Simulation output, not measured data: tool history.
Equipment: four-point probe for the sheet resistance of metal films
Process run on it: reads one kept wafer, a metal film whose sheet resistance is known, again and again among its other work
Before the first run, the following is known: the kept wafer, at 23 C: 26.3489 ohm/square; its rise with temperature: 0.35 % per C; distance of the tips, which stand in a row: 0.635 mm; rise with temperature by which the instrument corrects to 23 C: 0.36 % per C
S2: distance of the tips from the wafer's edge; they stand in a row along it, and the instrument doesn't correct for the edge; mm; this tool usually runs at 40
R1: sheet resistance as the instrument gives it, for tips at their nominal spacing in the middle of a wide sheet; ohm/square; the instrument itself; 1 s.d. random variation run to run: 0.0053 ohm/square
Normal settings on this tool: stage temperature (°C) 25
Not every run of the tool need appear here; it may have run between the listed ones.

{"run": 1, "hour": 0.0, "stage temperature (°C)": 25, "S2": 40, "R1": 26.319383}
{"run": 2, "hour": 9.3, "stage temperature (°C)": 25, "S2": 40, "R1": 26.313736}
{"run": 3, "hour": 23.7, "stage temperature (°C)": 25, "S2": 40, "R1": 26.304714}
{"run": 4, "hour": 39.9, "stage temperature (°C)": 25, "S2": 40, "R1": 26.315944}
{"run": 5, "hour": 49.2, "stage temperature (°C)": 25, "S2": 40, "R1": 26.309141}
{"run": 6, "hour": 68.6, "stage temperature (°C)": 28, "S2": 40, "R1": 26.309827}
{"run": 7, "hour": 85.3, "stage temperature (°C)": 28, "S2": 40, "R1": 26.313503}
{"run": 8, "hour": 100.0, "stage temperature (°C)": 28, "S2": 40, "R1": 26.303885}
{"run": 9, "hour": 116.6, "stage temperature (°C)": 25, "S2": 12, "R1": 26.350555}
{"run": 10, "hour": 128.2, "stage temperature (°C)": 22, "S2": 12, "R1": 26.358177}
{"run": 11, "hour": 144.7, "stage temperature (°C)": 22, "S2": 12, "R1": 26.354029}
{"run": 12, "hour": 165.9, "stage temperature (°C)": 25, "S2": 40, "R1": 26.327706}
{"hour": 168.0, "done": "stage's thermometer calibrated"}
{"run": 13, "hour": 178.8, "stage temperature (°C)": 25, "S2": 40, "R1": 26.318633}
{"run": 14, "hour": 188.2, "stage temperature (°C)": 25, "S2": 40, "R1": 26.312027}
{"run": 15, "hour": 208.2, "stage temperature (°C)": 25, "S2": 40, "R1": 26.313272}
{"hour": 217.4, "done": "stage's thermometer calibrated, once more"}
{"run": 16, "hour": 217.4, "stage temperature (°C)": 25, "S2": 40, "R1": 26.329084}
{"run": 17, "hour": 233.9, "stage temperature (°C)": 25, "S2": 40, "R1": 26.327988}
{"run": 18, "hour": 254.6, "stage temperature (°C)": 25, "S2": 40, "R1": 26.331566}
{"run": 19, "hour": 267.3, "stage temperature (°C)": 25, "S2": 40, "R1": 26.322834}
{"run": 20, "hour": 287.3, "stage temperature (°C)": 25, "S2": 40, "R1": 26.321095}
{"run": 21, "hour": 305.5, "stage temperature (°C)": 30, "S2": 8, "R1": 26.397041}
{"run": 22, "hour": 327.3, "stage temperature (°C)": 19, "S2": 8, "R1": 26.419954}
{"run": 23, "hour": 340.2, "stage temperature (°C)": 19, "S2": 8, "R1": 26.441132}
{"run": 24, "hour": 352.6, "stage temperature (°C)": 21, "S2": 5, "R1": 26.561755}
{"run": 25, "hour": 365.9, "stage temperature (°C)": 33, "S2": 7, "R1": 26.409599}
{"run": 26, "hour": 383.8, "stage temperature (°C)": 33, "S2": 8, "R1": 26.388716}
{"run": 27, "hour": 401.8, "stage temperature (°C)": 33, "S2": 8, "R1": 26.391108}
{"run": 28, "hour": 415.5, "stage temperature (°C)": 33, "S2": 8, "R1": 26.397147}
{"run": 29, "hour": 433.6, "stage temperature (°C)": 24, "S2": 40, "R1": 26.330786}
{"run": 30, "hour": 443.3, "stage temperature (°C)": 29, "S2": 40, "R1": 26.312984}
{"run": 31, "hour": 456.9, "stage temperature (°C)": 31, "S2": 38, "R1": 26.319858}
{"run": 32, "hour": 471.4, "stage temperature (°C)": 25, "S2": 12, "R1": 26.36746}
{"run": 33, "hour": 492.5, "stage temperature (°C)": 25, "S2": 12, "R1": 26.361045}
{"run": 34, "hour": 513.0, "stage temperature (°C)": 18, "S2": 23, "R1": 26.363058}
{"run": 35, "hour": 525.6, "stage temperature (°C)": 29, "S2": 4, "R1": 26.672825}
{"run": 36, "hour": 543.4, "stage temperature (°C)": 21, "S2": 17, "R1": 26.360107}
{"run": 37, "hour": 563.6, "stage temperature (°C)": 20, "S2": 48, "R1": 26.354576}

Some steps in R1 between neighbouring runs. How much of each would the tool show without its hidden state too (settings, what came in, random variation), and how much is left for the hidden state, with any gauge scatter that isn't in both results?
Hidden state at play: inner tips' distance over the nominal, %; tips' flats over new ones', %; wafer's true temperature over the reading, C; drift of the gauge itself on sheet_ohm, %.
Run 11 -> 12: stage temperature (°C) 22 -> 25, S2 12 -> 40. R1 -0.026323 ohm/square: hidden state +0.00052, all else -0.026843.
Run 12 -> 13: stage's thermometer calibrated. R1 -0.009073 ohm/square: hidden state -0.000639, all else -0.008434.
Run 15 -> 16: stage's thermometer calibrated, once more. R1 +0.015812 ohm/square: hidden state +0.008185, all else +0.007627.
Run 24 -> 25: stage temperature (°C) 21 -> 33, S2 5 -> 7. R1 -0.152156 ohm/square: hidden state +0.000492, all else -0.152648.
Run 34 -> 35: stage temperature (°C) 18 -> 29, S2 23 -> 4. R1 +0.309767 ohm/square: hidden state +0.000161, all else +0.309606.
Run 35 -> 36: stage temperature (°C) 29 -> 21, S2 4 -> 17. R1 -0.312718 ohm/square: hidden state +0.000454, all else -0.313172.
